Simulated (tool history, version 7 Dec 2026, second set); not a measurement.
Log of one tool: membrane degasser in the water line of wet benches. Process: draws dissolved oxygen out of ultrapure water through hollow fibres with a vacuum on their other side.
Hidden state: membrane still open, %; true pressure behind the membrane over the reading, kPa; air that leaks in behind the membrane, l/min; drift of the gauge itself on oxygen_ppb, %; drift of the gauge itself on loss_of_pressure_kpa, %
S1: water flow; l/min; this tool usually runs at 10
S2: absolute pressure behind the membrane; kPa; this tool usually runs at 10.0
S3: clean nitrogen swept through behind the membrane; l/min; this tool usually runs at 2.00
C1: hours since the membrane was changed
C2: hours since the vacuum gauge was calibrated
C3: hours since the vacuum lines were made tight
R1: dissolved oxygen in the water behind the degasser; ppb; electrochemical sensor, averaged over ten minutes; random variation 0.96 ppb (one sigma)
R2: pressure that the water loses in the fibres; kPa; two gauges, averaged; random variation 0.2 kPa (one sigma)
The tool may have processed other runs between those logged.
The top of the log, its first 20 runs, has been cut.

run 21 hour=4065.3 | S1=15 S2=8.3 S3=2.51 | C1=14155 C2=4065 C3=4065 | R1=112.2 R2=66.09
run 22 hour=4321.3 | S1=8 S2=21.2 S3=1.59 | C1=14411 C2=4321 C3=4321 | R1=217.0 R2=35.54
run 23 hour=4493.7 | S1=11 S2=21.8 S3=2.41 | C1=14583 C2=4494 C3=4494 | R1=215.9 R2=48.82
run 24 hour=4794.1 | S1=11 S2=21.8 S3=2.41 | C1=14884 C2=4794 C3=4794 | R1=214.4 R2=48.69
run 25 hour=4983.2 | S1=12 S2=21.3 S3=0.82 | C1=15073 C2=4983 C3=4983 | R1=581.6 R2=53.16
run 26 hour=5208.4 | S1=12 S2=21.3 S3=0.82 | C1=15298 C2=5208 C3=5208 | R1=591.8 R2=53.59
run 27 hour=5509.9 | S1=12 S2=21.3 S3=0.82 | C1=15599 C2=5510 C3=5510 | R1=590.4 R2=52.93
run 28 hour=5803.4 | S1=13 S2=6.0 S3=1.24 | C1=15893 C2=5803 C3=5803 | R1=91.8 R2=57.56
run 29 hour=6102.7 | S1=10 S2=14.6 S3=2.00 | C1=16192 C2=6103 C3=6103 | R1=147.4 R2=44.13
run 30 hour=6294.8 | S1=10 S2=14.6 S3=2.00 | C1=16384 C2=6295 C3=6295 | R1=146.9 R2=44.09
run 31 hour=6512.1 | S1=10 S2=16.6 S3=2.00 | C1=16602 C2=6512 C3=6512 | R1=170.2 R2=44.04
run 32 hour=6664.3 | S1=10 S2=16.6 S3=2.00 | C1=16754 C2=6664 C3=6664 | R1=174.1 R2=44.13
run 33 hour=6933.4 | S1=7 S2=6.0 S3=1.02 | C1=17023 C2=6933 C3=6933 | R1=48.5 R2=30.56

Predict each of these 3 candidate next runs independently; none follows another, all start after run 33:
run A hour=7073.4 | S1=7 S2=6.0 S3=1.76 | C1=17163 C2=7073 C3=7073 | R1=? R2=?
run B hour=7073.4 | S1=13 S2=13.7 S3=2.00 | C1=17163 C2=7073 C3=7073 | R1=? R2=?
run C hour=7073.4 | S1=9 S2=6.0 S3=0.89 | C1=17163 C2=7073 C3=7073 | R1=? R2=?

run=A R1=29.3 R2=30.85
run=B R1=186.0 R2=56.99
run=C R1=73.3 R2=39.26
Had the tool no hidden state, the same runs would have come out as:
run=A R1=29.3 R2=31.61
run=B R1=185.7 R2=58.39
run=C R1=73.1 R2=40.23

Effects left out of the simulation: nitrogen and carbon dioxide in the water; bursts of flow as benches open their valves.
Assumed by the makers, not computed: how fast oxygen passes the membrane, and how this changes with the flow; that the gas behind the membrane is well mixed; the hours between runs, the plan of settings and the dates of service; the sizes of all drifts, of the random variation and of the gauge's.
